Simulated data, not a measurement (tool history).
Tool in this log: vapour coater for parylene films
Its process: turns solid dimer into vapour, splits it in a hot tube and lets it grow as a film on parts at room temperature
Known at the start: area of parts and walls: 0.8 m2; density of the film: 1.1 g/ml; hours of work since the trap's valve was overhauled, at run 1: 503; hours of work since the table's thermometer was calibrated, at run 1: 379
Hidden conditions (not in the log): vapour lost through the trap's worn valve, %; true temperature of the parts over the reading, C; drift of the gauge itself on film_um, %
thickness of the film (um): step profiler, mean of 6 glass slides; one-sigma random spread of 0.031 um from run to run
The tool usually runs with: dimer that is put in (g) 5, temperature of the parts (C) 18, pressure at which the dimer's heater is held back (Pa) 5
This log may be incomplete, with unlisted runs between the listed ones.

run,hour,dimer that is put in (g),temperature of the parts (C),pressure at which the dimer's heater is held back (Pa),hours of work since the trap's valve was overhauled,hours of work since the table's thermometer was calibrated,thickness of the film (um)
1,0,5,18,5,503,379,3.17
2,13.5,3,18,5,512,389,1.88
3,30.8,7,18,5,525,402,4.44
4,47.3,2,18,5,537,413,1.27
5,64.2,5,17,5,549,426,3.32
6,81.1,5,17,5,561,438,3.28
7,90.2,5,17,5,567,444,3.26
# hour 96.6: trap's valve overhauled
8,110.6,5,17,2.17,10,456,4.03
9,126,5,17,2.17,21,467,4.05
10,144.3,5,18,2.36,34,480,3.88
11,161.1,3,18,2.36,46,492,2.33
12,175.5,5,18,5,57,503,3.36
13,185,5,18,2.38,64,510,3.85
14,193,5,18,2.38,69,515,3.87
15,200.6,5,18,9.58,75,521,3.01
16,211.8,5,18,9.58,83,529,3.03
17,221.5,5,18,9.58,90,536,3
18,235.9,5,18,9.58,100,546,3.02
19,247.7,5,18,9.58,109,555,3.02
20,259.8,5,18,5,117,563,3.35
21,268.3,5,18,5,124,570,3.38
22,280.1,5,18,10.47,132,578,2.97
23,293.8,5,18,5,142,588,3.33
24,301.8,5,18,5,148,594,3.39
25,310.5,5,12,3.35,154,600,4.33
26,327,8,18,4.31,166,612,5.43
27,335.1,5,18,3.03,172,618,3.62
28,348.1,3,18,10.11,181,627,1.79
29,355.8,6,18,5,187,633,4.02
30,372.2,6,18,5,198,644,4.01
31,387.7,4,18,3.31,209,656,2.84
32,396.5,3,27,2.06,216,662,1.74
33,407.7,8,15,10.4,224,670,5.18
34,415.3,4,18,9.33,229,675,2.39
35,426.4,4,17,2.58,237,683,3.04
36,437.8,5,21,3.41,246,692,3.21
37,447.2,3,21,2.72,252,698,2
38,464.1,3,13,5.91,264,711,2.28
39,478,5,19,5,274,720,3.19
40,486.8,5,19,5,281,727,3.24
41,501.5,4,19,2.06,291,737,2.96
42,511.1,4,15,7.61,298,744,2.68
43,526.9,5,15,3.87,310,756,3.74
44,542.8,4,20,3.87,321,767,2.57
45,559.1,2,20,9.98,333,779,1.11
46,569.5,6,23,9.98,340,786,3
47,577.1,2,23,10.58,346,792,0.97
48,592.2,2,10,6.13,357,803,1.64

Consider 3 possible next runs. They are alternatives, not a sequence: every one starts from the tool as it was left by run 48. What does each give?
A,610.2,2,10,7.16,370,816,?
B,610.2,3,18,3.45,370,816,?
C,610.2,3,14,6.13,370,816,?

run,thickness of the film (um)
A,1.57
B,2.08
C,2.12
With no hidden state in the tool, these same runs would have given:
run,thickness of the film (um)
A,1.67
B,2.21
C,2.25
